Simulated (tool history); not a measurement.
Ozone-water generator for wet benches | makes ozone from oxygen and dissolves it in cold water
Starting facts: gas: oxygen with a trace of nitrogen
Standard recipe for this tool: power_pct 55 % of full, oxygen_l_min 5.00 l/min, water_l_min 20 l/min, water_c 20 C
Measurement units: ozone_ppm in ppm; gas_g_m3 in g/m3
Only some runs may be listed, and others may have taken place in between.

run     day  power_pct  oxygen_l_min  water_l_min  water_c  ozone_ppm  gas_g_m3
  1   0.000         55          5.00           20       20       17.4     175.8
  2   1.208         55          5.00           20       20       17.2     175.7
  3   2.362         55          5.00           20       20       17.4     178.1
  4   4.196         55          5.00           20       20       17.3     175.6
  5   6.850         55          5.00           20       20       17.2     175.2
  6   8.833         55          5.00           20       20       17.0     175.9
  7  10.708         55          5.00           20       20       17.2     174.7
  8  12.308         55          5.00           20       20       17.4     176.0
  9  14.400         55          5.00           20       20       17.2     175.3
 10  16.700         55          5.00           26       20       13.7     174.5
 11  19.338         55          5.00           26       20       13.7     175.2
 12  21.525         55          5.00           26       20       13.5     175.5
 13  24.012         55          5.00           26       20       13.6     175.5
 14  26.046         55          5.00           26       20       13.6     174.5
 15  27.408         55          5.00           20       15       18.3     172.8
 16  28.942         68          5.00           20       20       18.8     195.3
 17  31.479         87          5.00           20       20       21.9     221.6
 18  33.579         55          5.00           25       20       13.9     174.1
 19  35.175         55          5.00           25       20       13.8     173.3
 20  36.292         55          5.00           25       20       14.2     173.4
     37.454  -- water thermometer calibrated
 21  38.704         55          5.00           20       14       18.4     172.4
 22  40.738         55          5.00           20       14       18.6     173.7
 23  42.729         55          5.00           28       14       13.4     174.6
 24  44.225         55          5.00           28       14       13.6     173.4
 25  45.567         88          5.00           17       20       24.8     222.0
 26  48.154         71          5.00           17       14       24.3     198.3
 27  49.333         55          5.00           25       23       13.3     170.8
 28  50.904         55          5.00           20       15       18.1     171.3
 29  53.246         55          4.61           18       22       18.0     180.4
 30  55.512         40          5.00           23       15       13.2     144.6
 31  58.038         40          5.00           23       15       13.4     143.4
 32  60.275         45          4.55           13       20       21.3     163.1
 33  62.579         86          5.00           20       20       21.2     217.8

Measured result minus the same run's result without the hidden state. Both carry the same run-to-run variation, though not necessarily the same gauge scatter:
Hidden state at play: yield of the discharge, % of new electrodes'; contactor's efficiency, % of a clean one's; true water temperature over the reading, C; drift of the gauge itself on ozone_ppm, %; drift of the gauge itself on gas_g_m3, %.
run  ozone_ppm  gas_g_m3
  1       -1.3      -5.9
  2       -1.3      -6.0
  3       -1.2      -6.2
  4       -1.3      -6.2
  5       -1.3      -6.5
  6       -1.3      -6.7
  7       -1.4      -6.8
  8       -1.4      -7.0
  9       -1.4      -7.1
 10       -1.2      -7.3
 11       -1.2      -7.5
 12       -1.2      -7.8
 13       -1.3      -8.0
 14       -1.3      -8.1
 15       -1.6      -8.2
 16       -1.9     -10.7
 17       -2.3     -14.4
 18       -1.4      -8.7
 19       -1.4      -8.9
 20       -1.4      -9.0
 21       -1.7      -9.2
 22       -1.8      -9.4
 23       -1.4      -9.6
 24       -1.4      -9.7
 25       -2.9     -16.6
 26       -2.6     -13.4
 27       -1.4     -10.0
 28       -1.9     -10.3
 29       -1.8     -11.0
 30       -1.3      -7.0
 31       -1.3      -7.2
 32       -1.9      -9.0
 33       -2.8     -18.6

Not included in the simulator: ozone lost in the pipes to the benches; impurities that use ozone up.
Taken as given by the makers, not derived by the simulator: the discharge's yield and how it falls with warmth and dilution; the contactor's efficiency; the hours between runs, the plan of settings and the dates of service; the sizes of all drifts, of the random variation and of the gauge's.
